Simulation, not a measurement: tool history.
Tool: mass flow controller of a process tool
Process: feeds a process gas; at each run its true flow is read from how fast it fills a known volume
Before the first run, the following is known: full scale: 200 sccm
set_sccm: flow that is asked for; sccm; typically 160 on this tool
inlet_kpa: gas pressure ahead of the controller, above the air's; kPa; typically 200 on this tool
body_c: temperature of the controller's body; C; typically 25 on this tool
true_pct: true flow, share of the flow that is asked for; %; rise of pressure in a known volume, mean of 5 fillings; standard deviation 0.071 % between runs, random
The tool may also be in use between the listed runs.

{"run": 1, "hour": 0.0, "set_sccm": 160, "inlet_kpa": 200, "body_c": 25, "true_pct": 99.76}
{"run": 2, "hour": 63.5, "set_sccm": 160, "inlet_kpa": 200, "body_c": 25, "true_pct": 99.58}
{"run": 3, "hour": 135.1, "set_sccm": 160, "inlet_kpa": 200, "body_c": 21, "true_pct": 100.01}
{"run": 4, "hour": 207.4, "set_sccm": 160, "inlet_kpa": 200, "body_c": 21, "true_pct": 100.04}
{"run": 5, "hour": 287.3, "set_sccm": 160, "inlet_kpa": 200, "body_c": 25, "true_pct": 99.81}
{"run": 6, "hour": 337.5, "set_sccm": 160, "inlet_kpa": 200, "body_c": 25, "true_pct": 99.86}
{"run": 7, "hour": 379.0, "set_sccm": 25, "inlet_kpa": 200, "body_c": 25, "true_pct": 98.9}
{"run": 8, "hour": 435.4, "set_sccm": 25, "inlet_kpa": 200, "body_c": 25, "true_pct": 99.02}
{"run": 9, "hour": 517.7, "set_sccm": 25, "inlet_kpa": 200, "body_c": 25, "true_pct": 98.98}
{"run": 10, "hour": 577.1, "set_sccm": 25, "inlet_kpa": 200, "body_c": 25, "true_pct": 99.01}
{"run": 11, "hour": 660.3, "set_sccm": 160, "inlet_kpa": 200, "body_c": 33, "true_pct": 99.32}
{"run": 12, "hour": 751.7, "set_sccm": 160, "inlet_kpa": 200, "body_c": 33, "true_pct": 99.3}
{"run": 13, "hour": 824.6, "set_sccm": 99, "inlet_kpa": 200, "body_c": 25, "true_pct": 99.24}
{"run": 14, "hour": 873.1, "set_sccm": 99, "inlet_kpa": 200, "body_c": 25, "true_pct": 99.3}
{"run": 15, "hour": 937.6, "set_sccm": 198, "inlet_kpa": 240, "body_c": 22, "true_pct": 100.64}
{"run": 16, "hour": 976.2, "set_sccm": 198, "inlet_kpa": 240, "body_c": 22, "true_pct": 100.51}
{"run": 17, "hour": 1034.2, "set_sccm": 54, "inlet_kpa": 170, "body_c": 32, "true_pct": 98.36}
{"run": 18, "hour": 1111.9, "set_sccm": 40, "inlet_kpa": 241, "body_c": 20, "true_pct": 99.51}
{"run": 19, "hour": 1166.2, "set_sccm": 40, "inlet_kpa": 241, "body_c": 20, "true_pct": 99.49}
{"run": 20, "hour": 1221.8, "set_sccm": 40, "inlet_kpa": 241, "body_c": 20, "true_pct": 99.48}
{"run": 21, "hour": 1309.2, "set_sccm": 40, "inlet_kpa": 241, "body_c": 38, "true_pct": 98.54}
{"run": 22, "hour": 1361.4, "set_sccm": 22, "inlet_kpa": 261, "body_c": 29, "true_pct": 99.33}
{"run": 23, "hour": 1428.9, "set_sccm": 22, "inlet_kpa": 261, "body_c": 29, "true_pct": 99.26}
{"run": 24, "hour": 1511.7, "set_sccm": 26, "inlet_kpa": 164, "body_c": 25, "true_pct": 98.85}
{"run": 25, "hour": 1593.1, "set_sccm": 26, "inlet_kpa": 146, "body_c": 25, "true_pct": 98.8}
{"run": 26, "hour": 1636.1, "set_sccm": 54, "inlet_kpa": 276, "body_c": 25, "true_pct": 99.58}

Below are 5 alternative next runs, each starting from the tool's condition after run 26. Predict each:
{"run": "A", "hour": 1690.3, "set_sccm": 42, "inlet_kpa": 220, "body_c": 25, "true_pct": "?"}
{"run": "B", "hour": 1690.3, "set_sccm": 89, "inlet_kpa": 142, "body_c": 25, "true_pct": "?"}
{"run": "C", "hour": 1690.3, "set_sccm": 184, "inlet_kpa": 276, "body_c": 32, "true_pct": "?"}
{"run": "D", "hour": 1690.3, "set_sccm": 36, "inlet_kpa": 232, "body_c": 30, "true_pct": "?"}
{"run": "E", "hour": 1690.3, "set_sccm": 28, "inlet_kpa": 154, "body_c": 22, "true_pct": "?"}

run=A true_pct=99.05
run=B true_pct=98.87
run=C true_pct=100.21
run=D true_pct=99.00
run=E true_pct=99.16
Without the tool's hidden state the same runs would have given:
run=A true_pct=98.46
run=B true_pct=98.52
run=C true_pct=99.96
run=D true_pct=98.33
run=E true_pct=98.35
